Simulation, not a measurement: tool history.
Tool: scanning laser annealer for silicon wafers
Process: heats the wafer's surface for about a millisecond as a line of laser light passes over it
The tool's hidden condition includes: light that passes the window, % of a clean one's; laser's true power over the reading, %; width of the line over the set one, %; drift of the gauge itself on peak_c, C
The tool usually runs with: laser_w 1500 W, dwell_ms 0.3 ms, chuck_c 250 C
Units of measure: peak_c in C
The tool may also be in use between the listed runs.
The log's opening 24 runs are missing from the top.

run	hour	laser_w	dwell_ms	chuck_c	hours of work since the window was cleaned	hours of work since the power meter was calibrated	hours of work since the optics were aligned	peak_c
25	1602	1409	0.3	228	577	1763	900	950
26	1677.2	1644	0.378	219	619	1806	943	1179
27	1726.6	1577	0.378	269	647	1833	970	1196
28	1784.2	1493	0.249	224	680	1866	1003	912
# hour 1849.7: window over the wafer cleaned
29	1859.8	1500	0.357	250	6	1907	1044	1125
30	1910.2	1500	0.232	250	34	1936	1073	931
31	1954.1	1500	0.37	251	59	1960	1097	1140
32	2041.3	1500	0.37	251	108	2009	1146	1137
33	2120.2	1383	0.37	251	152	2054	1191	1071
34	2168.9	1604	0.3	261	179	2081	1218	1095
35	2245.3	1604	0.3	261	222	2124	1261	1092
36	2301.4	1520	0.349	250	254	2156	1293	1106
37	2351.8	1520	0.349	250	282	2184	1321	1111
# hour 2366.2: optics aligned, line set to its width
38	2408.2	1520	0.349	250	311	2213	24	1124
39	2481.7	1520	0.349	250	353	2254	65	1118
40	2535.8	1520	0.349	250	383	2285	95	1119
41	2613.6	1570	0.366	278	427	2328	139	1195
42	2663.6	1509	0.277	278	455	2356	167	1029

Branching from run 42: 3 alternative next runs. What would each branch give?
A	2700.5	1375	0.295	249	476	2377	188	?
B	2700.5	1500	0.244	250	476	2377	188	?
C	2700.5	1332	0.3	250	476	2377	188	?

run	peak_c
A	961
B	946
C	948
The same runs, with their run-to-run variation unchanged, on a tool lacking any hidden condition would have given:
run	peak_c
A	970
B	954
C	957

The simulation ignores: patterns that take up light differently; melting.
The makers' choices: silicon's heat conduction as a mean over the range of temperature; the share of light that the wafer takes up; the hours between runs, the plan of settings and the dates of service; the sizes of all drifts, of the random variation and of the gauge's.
